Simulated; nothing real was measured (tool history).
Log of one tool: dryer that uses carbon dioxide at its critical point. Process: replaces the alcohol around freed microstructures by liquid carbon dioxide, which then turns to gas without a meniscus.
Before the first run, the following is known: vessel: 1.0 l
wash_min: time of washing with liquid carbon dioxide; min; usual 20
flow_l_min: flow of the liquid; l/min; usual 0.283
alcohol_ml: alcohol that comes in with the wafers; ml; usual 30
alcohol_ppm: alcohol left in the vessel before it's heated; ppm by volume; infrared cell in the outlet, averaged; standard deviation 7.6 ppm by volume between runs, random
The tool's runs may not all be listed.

run,hour,wash_min,flow_l_min,alcohol_ml,alcohol_ppm
1,0,20,0.283,30,614
2,29.5,21,0.283,30,533
# hour 36.3: inlet filter changed
3,68,20,0.283,30,427
4,104.3,20,0.45,30,76
5,141.7,20,0.45,30,68
6,157.9,20,0.45,30,78
7,193.5,31,0.283,30,97
8,220.6,31,0.283,30,84
9,258,31,0.283,30,103
10,297.1,20,0.283,30,536
11,319,20,0.283,34,619
12,334.9,20,0.283,34,615
13,351.1,20,0.283,34,663
14,385,20,0.283,34,667
15,416.3,20,0.283,34,687
16,438.3,20,0.283,34,694
17,462.6,20,0.283,21,486
18,496.8,20,0.283,21,510
19,524.5,20,0.283,44,965
20,556,20,0.283,44,1001
# hour 584.9: inlet filter changed
21,586,20,0.283,44,663
22,612.4,20,0.283,30,488
23,642.1,20,0.283,62,954
24,660.7,20,0.283,62,950
25,697.4,20,0.283,62,1004
26,721.2,25,0.24,78,1007
27,737.3,26,0.443,102,148
28,761.7,16,0.283,30,1169
29,790.7,16,0.235,30,2049
30,824.5,23,0.307,25,291
31,847.3,23,0.307,25,305
32,876.9,18,0.323,25,539
33,899.6,12,0.175,88,19118
34,931.5,12,0.175,88,19705
35,947.5,20,0.189,30,2195
36,970.2,20,0.189,30,2215
37,1000,20,0.189,30,2271
38,1019.5,21,0.283,36,743
39,1050.5,29,0.283,24,259
40,1076.2,29,0.449,23,190
41,1108,29,0.242,30,420
42,1125.6,31,0.199,38,771
# hour 1132.5: inlet filter changed
43,1149.1,31,0.294,30,221
44,1178.3,31,0.294,30,234
45,1202.7,31,0.294,30,241
46,1223.7,31,0.294,30,235

Predict each of these 4 candidate next runs independently; none follows another, all start after run 46:
A,1258.1,18,0.311,44,?
B,1258.1,20,0.283,27,?
C,1258.1,16,0.181,30,?
D,1258.1,17,0.294,30,?

run,alcohol_ppm
A,891
B,602
C,3583
D,906
With no hidden state in the tool, these same runs would have given:
run,alcohol_ppm
A,592
B,346
C,3154
D,623
